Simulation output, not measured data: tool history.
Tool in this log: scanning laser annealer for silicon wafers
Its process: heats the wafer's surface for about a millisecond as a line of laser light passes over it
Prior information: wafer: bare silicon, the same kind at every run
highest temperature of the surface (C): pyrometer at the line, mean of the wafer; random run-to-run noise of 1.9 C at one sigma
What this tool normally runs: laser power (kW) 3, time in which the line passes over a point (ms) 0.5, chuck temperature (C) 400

run	day	laser power (kW)	time in which the line passes over a point (ms)	chuck temperature (C)	highest temperature of the surface (C)
1	0	3	0.5	400	1209
2	3.238	3	0.5	400	1205
3	5.462	3	0.5	400	1207
4	8.383	3	0.367	400	1082
5	10.442	3	0.367	400	1083
6	13.242	3	0.5	392	1196
7	15.179	3	0.5	392	1195
# day 15.521: window over the wafer cleaned
8	17.433	3	0.5	392	1182
# day 18.704: optics aligned, line set to its width
9	21.204	3	0.5	392	1194
# day 22.429: window over the wafer cleaned, once more
10	22.917	3	0.5	392	1235
11	25.312	3	0.5	392	1239
12	27.192	2.893	0.61	370	1274
13	28.883	2.893	0.61	370	1268
14	32.846	3	0.432	400	1179
15	34.892	3	0.61	426	1360
16	38.2	3.034	0.379	426	1163
17	41.15	3.034	0.361	360	1073
18	43.038	2.756	0.5	401	1162
19	47.021	2.756	0.5	401	1163
20	49.392	2.756	0.5	401	1165
21	51.771	3.183	0.404	366	1165
22	53.954	2.838	0.544	366	1185

Below, some changes in highest temperature of the surface (C) between adjacent runs. For each, the amount present without the hidden state too (settings, incoming material, random variation) and the amount remaining for the hidden state with gauge scatter not shared by both compared results:
The hidden state here: light that passes the window, % of a clean one's; laser's true power over the reading, %; width of the line over the set one, %; drift of the gauge itself on peak_c, C.
Run 8 -> 9: optics aligned, line set to its width. highest temperature of the surface (C) +12: hidden state +13, all else -1.
Run 9 -> 10: window over the wafer cleaned, once more. highest temperature of the surface (C) +41: hidden state +42, all else -1.
Run 14 -> 15: time in which the line passes over a point (ms) 0.432 -> 0.61, chuck temperature (C) 400 -> 426. highest temperature of the surface (C) +181: hidden state -1, all else +182.
Run 15 -> 16: laser power (kW) 3 -> 3.034, time in which the line passes over a point (ms) 0.61 -> 0.379. highest temperature of the surface (C) -197: hidden state +0, all else -197.
